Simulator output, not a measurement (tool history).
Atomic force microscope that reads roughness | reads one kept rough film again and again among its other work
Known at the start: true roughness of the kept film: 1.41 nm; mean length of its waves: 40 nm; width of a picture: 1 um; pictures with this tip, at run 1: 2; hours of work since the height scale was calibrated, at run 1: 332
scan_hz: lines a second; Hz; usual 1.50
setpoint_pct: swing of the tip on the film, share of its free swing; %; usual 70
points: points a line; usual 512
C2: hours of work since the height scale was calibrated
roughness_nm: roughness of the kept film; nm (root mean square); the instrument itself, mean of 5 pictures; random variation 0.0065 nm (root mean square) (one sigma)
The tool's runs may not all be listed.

{"run": 1, "hour": 0.0, "scan_hz": 1.5, "setpoint_pct": 70, "points": 512, "pictures with this tip": 2, "C2": 332, "roughness_nm": 1.276}
{"hour": 37.9, "done": "new tip fitted"}
{"run": 2, "hour": 69.2, "scan_hz": 1.5, "setpoint_pct": 70, "points": 512, "pictures with this tip": 58, "C2": 376, "roughness_nm": 1.234}
{"hour": 76.3, "done": "new tip fitted"}
{"run": 3, "hour": 113.3, "scan_hz": 1.5, "setpoint_pct": 70, "points": 512, "pictures with this tip": 68, "C2": 403, "roughness_nm": 1.221}
{"hour": 121.3, "done": "new tip fitted"}
{"hour": 165.6, "done": "new tip fitted"}
{"run": 4, "hour": 173.5, "scan_hz": 1.5, "setpoint_pct": 70, "points": 733, "pictures with this tip": 15, "C2": 440, "roughness_nm": 1.258}
{"hour": 206.9, "done": "new tip fitted"}
{"run": 5, "hour": 232.8, "scan_hz": 1.5, "setpoint_pct": 70, "points": 733, "pictures with this tip": 48, "C2": 477, "roughness_nm": 1.234}
{"hour": 249.0, "done": "new tip fitted"}
{"run": 6, "hour": 275.7, "scan_hz": 1.5, "setpoint_pct": 70, "points": 733, "pictures with this tip": 48, "C2": 504, "roughness_nm": 1.237}
{"hour": 289.8, "done": "new tip fitted"}
{"run": 7, "hour": 324.2, "scan_hz": 1.5, "setpoint_pct": 70, "points": 512, "pictures with this tip": 64, "C2": 534, "roughness_nm": 1.24}
{"hour": 328.6, "done": "new tip fitted"}
{"hour": 371.0, "done": "new tip fitted"}
{"run": 8, "hour": 397.9, "scan_hz": 1.5, "setpoint_pct": 70, "points": 512, "pictures with this tip": 49, "C2": 580, "roughness_nm": 1.22}
{"hour": 410.3, "done": "new tip fitted"}
{"hour": 451.0, "done": "new tip fitted"}
{"run": 9, "hour": 472.4, "scan_hz": 1.5, "setpoint_pct": 70, "points": 512, "pictures with this tip": 39, "C2": 626, "roughness_nm": 1.247}
{"hour": 489.5, "done": "new tip fitted"}
{"run": 10, "hour": 512.6, "scan_hz": 1.5, "setpoint_pct": 70, "points": 512, "pictures with this tip": 42, "C2": 651, "roughness_nm": 1.234}
{"hour": 533.8, "done": "new tip fitted"}
{"hour": 575.7, "done": "new tip fitted"}
{"run": 11, "hour": 576.0, "scan_hz": 1.5, "setpoint_pct": 70, "points": 512, "pictures with this tip": 1, "C2": 691, "roughness_nm": 1.278}
{"hour": 617.5, "done": "new tip fitted"}
{"run": 12, "hour": 641.4, "scan_hz": 1.5, "setpoint_pct": 70, "points": 512, "pictures with this tip": 44, "C2": 732, "roughness_nm": 1.247}
{"hour": 658.6, "done": "new tip fitted"}
{"run": 13, "hour": 695.4, "scan_hz": 1.5, "setpoint_pct": 70, "points": 1022, "pictures with this tip": 68, "C2": 765, "roughness_nm": 1.238}
{"hour": 700.3, "done": "new tip fitted"}
{"hour": 741.3, "done": "new tip fitted"}
{"run": 14, "hour": 760.2, "scan_hz": 1.1, "setpoint_pct": 70, "points": 512, "pictures with this tip": 35, "C2": 805, "roughness_nm": 1.274}
{"hour": 783.9, "done": "new tip fitted"}
{"run": 15, "hour": 809.1, "scan_hz": 1.45, "setpoint_pct": 70, "points": 512, "pictures with this tip": 47, "C2": 836, "roughness_nm": 1.242}
{"hour": 824.9, "done": "new tip fitted"}
{"hour": 867.1, "done": "new tip fitted"}
{"run": 16, "hour": 874.8, "scan_hz": 0.6, "setpoint_pct": 70, "points": 512, "pictures with this tip": 14, "C2": 877, "roughness_nm": 1.344}
{"hour": 907.0, "done": "new tip fitted"}
{"hour": 951.9, "done": "new tip fitted"}
{"run": 17, "hour": 958.5, "scan_hz": 1.5, "setpoint_pct": 70, "points": 512, "pictures with this tip": 13, "C2": 929, "roughness_nm": 1.275}
{"hour": 991.1, "done": "new tip fitted"}
{"run": 18, "hour": 996.7, "scan_hz": 1.5, "setpoint_pct": 70, "points": 512, "pictures with this tip": 10, "C2": 952, "roughness_nm": 1.273}
{"hour": 1032.2, "done": "new tip fitted"}
{"run": 19, "hour": 1068.0, "scan_hz": 1.5, "setpoint_pct": 70, "points": 512, "pictures with this tip": 66, "C2": 997, "roughness_nm": 1.224}
{"hour": 1072.1, "done": "new tip fitted"}
{"hour": 1113.9, "done": "new tip fitted"}
{"run": 20, "hour": 1126.8, "scan_hz": 1.5, "setpoint_pct": 70, "points": 512, "pictures with this tip": 23, "C2": 1033, "roughness_nm": 1.276}
{"hour": 1153.2, "done": "new tip fitted"}
{"hour": 1196.9, "done": "new tip fitted"}
{"run": 21, "hour": 1212.1, "scan_hz": 1.5, "setpoint_pct": 70, "points": 512, "pictures with this tip": 28, "C2": 1086, "roughness_nm": 1.256}
{"hour": 1235.1, "done": "new tip fitted"}
{"run": 22, "hour": 1259.3, "scan_hz": 1.5, "setpoint_pct": 70, "points": 512, "pictures with this tip": 45, "C2": 1116, "roughness_nm": 1.245}
{"hour": 1275.0, "done": "new tip fitted"}
{"hour": 1314.2, "done": "new tip fitted"}
{"run": 23, "hour": 1343.9, "scan_hz": 2.25, "setpoint_pct": 79, "points": 512, "pictures with this tip": 55, "C2": 1168, "roughness_nm": 1.125}
{"hour": 1356.9, "done": "new tip fitted"}
{"hour": 1399.4, "done": "new tip fitted"}
{"run": 24, "hour": 1429.5, "scan_hz": 2.25, "setpoint_pct": 79, "points": 512, "pictures with this tip": 55, "C2": 1222, "roughness_nm": 1.114}
{"hour": 1442.6, "done": "new tip fitted"}
{"hour": 1484.2, "done": "new tip fitted"}
{"run": 25, "hour": 1514.0, "scan_hz": 1.15, "setpoint_pct": 64, "points": 512, "pictures with this tip": 55, "C2": 1274, "roughness_nm": 1.284}
{"hour": 1525.5, "done": "new tip fitted"}
{"hour": 1566.4, "done": "new tip fitted"}
{"run": 26, "hour": 1566.4, "scan_hz": 1.15, "setpoint_pct": 64, "points": 512, "pictures with this tip": 0, "C2": 1307, "roughness_nm": 1.333}
{"hour": 1608.2, "done": "new tip fitted"}
{"run": 27, "hour": 1628.8, "scan_hz": 1.15, "setpoint_pct": 64, "points": 512, "pictures with this tip": 38, "C2": 1346, "roughness_nm": 1.32}
{"hour": 1648.2, "done": "new tip fitted"}
{"run": 28, "hour": 1682.8, "scan_hz": 1.15, "setpoint_pct": 64, "points": 512, "pictures with this tip": 64, "C2": 1379, "roughness_nm": 1.274}
{"hour": 1689.3, "done": "new tip fitted"}
{"hour": 1733.1, "done": "new tip fitted"}
{"run": 29, "hour": 1738.3, "scan_hz": 1.15, "setpoint_pct": 64, "points": 512, "pictures with this tip": 9, "C2": 1414, "roughness_nm": 1.325}
{"hour": 1772.3, "done": "new tip fitted"}
{"hour": 1811.3, "done": "new tip fitted"}
{"run": 30, "hour": 1814.5, "scan_hz": 1.15, "setpoint_pct": 64, "points": 512, "pictures with this tip": 6, "C2": 1461, "roughness_nm": 1.334}
{"hour": 1852.2, "done": "new tip fitted"}
{"run": 31, "hour": 1888.8, "scan_hz": 0.96, "setpoint_pct": 58, "points": 552, "pictures with this tip": 67, "C2": 1507, "roughness_nm": 1.312}
{"hour": 1895.2, "done": "new tip fitted"}
{"hour": 1936.6, "done": "new tip fitted"}
{"run": 32, "hour": 1960.9, "scan_hz": 0.57, "setpoint_pct": 76, "points": 761, "pictures with this tip": 45, "C2": 1552, "roughness_nm": 1.293}

Forecast run 33:
{"hour": 1975.9, "done": "new tip fitted"}
{"hour": 2015.2, "done": "new tip fitted"}
{"run": 33, "hour": 2016.5, "scan_hz": 0.57, "setpoint_pct": 76, "points": 761, "pictures with this tip": 3, "C2": 1587, "roughness_nm": "?"}

Run 33 gave roughness_nm 1.342 nm (root mean square).
Without the tool's hidden state the same run would have given roughness_nm 1.324 nm (root mean square).

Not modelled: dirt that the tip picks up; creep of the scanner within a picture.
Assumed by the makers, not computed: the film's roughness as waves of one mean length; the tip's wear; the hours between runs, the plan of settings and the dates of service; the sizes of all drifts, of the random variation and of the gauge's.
